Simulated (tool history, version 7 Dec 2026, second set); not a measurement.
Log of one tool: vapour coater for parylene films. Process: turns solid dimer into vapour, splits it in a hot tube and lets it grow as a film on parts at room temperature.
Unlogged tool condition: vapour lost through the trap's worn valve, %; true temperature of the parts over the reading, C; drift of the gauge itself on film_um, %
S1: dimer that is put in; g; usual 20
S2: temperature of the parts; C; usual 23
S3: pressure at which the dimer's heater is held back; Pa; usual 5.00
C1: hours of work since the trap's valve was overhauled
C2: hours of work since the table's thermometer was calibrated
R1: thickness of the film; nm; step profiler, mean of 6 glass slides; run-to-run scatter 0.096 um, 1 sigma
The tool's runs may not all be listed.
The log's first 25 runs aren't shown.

| run | day | S1 | S2 | S3 | C1 | C2 | R1 |
|---|---|---|---|---|---|---|---|
| 26 | 26.417 | 15 | 23 | 6.52 | 189 | 890 | 7620 |
| 27 | 27.688 | 11 | 22 | 8.69 | 205 | 906 | 5530 |
| 28 | 28.667 | 18 | 17 | 10.95 | 217 | 918 | 10910 |
| 29 | 30.179 | 18 | 17 | 10.95 | 236 | 937 | 10790 |
| 30 | 31.392 | 10 | 33 | 6.69 | 252 | 953 | 2990 |
|  | 31.871 | trap's valve overhauled |
| 31 | 32.396 | 20 | 23 | 4.32 | 7 | 963 | 12000 |
| 32 | 33.233 | 18 | 22 | 8.85 | 17 | 974 | 9660 |
| 33 | 34.233 | 20 | 26 | 5.00 | 30 | 986 | 9820 |
| 34 | 35.067 | 20 | 26 | 6.11 | 40 | 997 | 9430 |
| 35 | 35.946 | 19 | 18 | 5.00 | 51 | 1008 | 13590 |
| 36 | 36.900 | 11 | 24 | 7.59 | 63 | 1020 | 5460 |
| 37 | 37.529 | 20 | 23 | 4.52 | 71 | 1028 | 11290 |
| 38 | 38.842 | 35 | 24 | 9.59 | 88 | 1044 | 16070 |
| 39 | 39.608 | 35 | 24 | 9.59 | 97 | 1054 | 16120 |

Branching from run 39: 5 alternative next runs. What would each branch give?
| A | 40.483 | 34 | 21 | 10.23 | 108 | 1065 | ? |
| B | 40.483 | 35 | 24 | 3.25 | 108 | 1065 | ? |
| C | 40.483 | 35 | 34 | 9.59 | 108 | 1065 | ? |
| D | 40.483 | 35 | 26 | 5.65 | 108 | 1065 | ? |
| E | 40.483 | 8 | 24 | 2.70 | 108 | 1065 | ? |

| run | R1 |
|---|---|
| A | 18070 |
| B | 19900 |
| C | 10170 |
| D | 16200 |
| E | 4630 |
Take away the tool's hidden state, keep each run's random variation, and the runs would have read:
| run | R1 |
|---|---|
| A | 19400 |
| B | 21360 |
| C | 10910 |
| D | 17390 |
| E | 4980 |

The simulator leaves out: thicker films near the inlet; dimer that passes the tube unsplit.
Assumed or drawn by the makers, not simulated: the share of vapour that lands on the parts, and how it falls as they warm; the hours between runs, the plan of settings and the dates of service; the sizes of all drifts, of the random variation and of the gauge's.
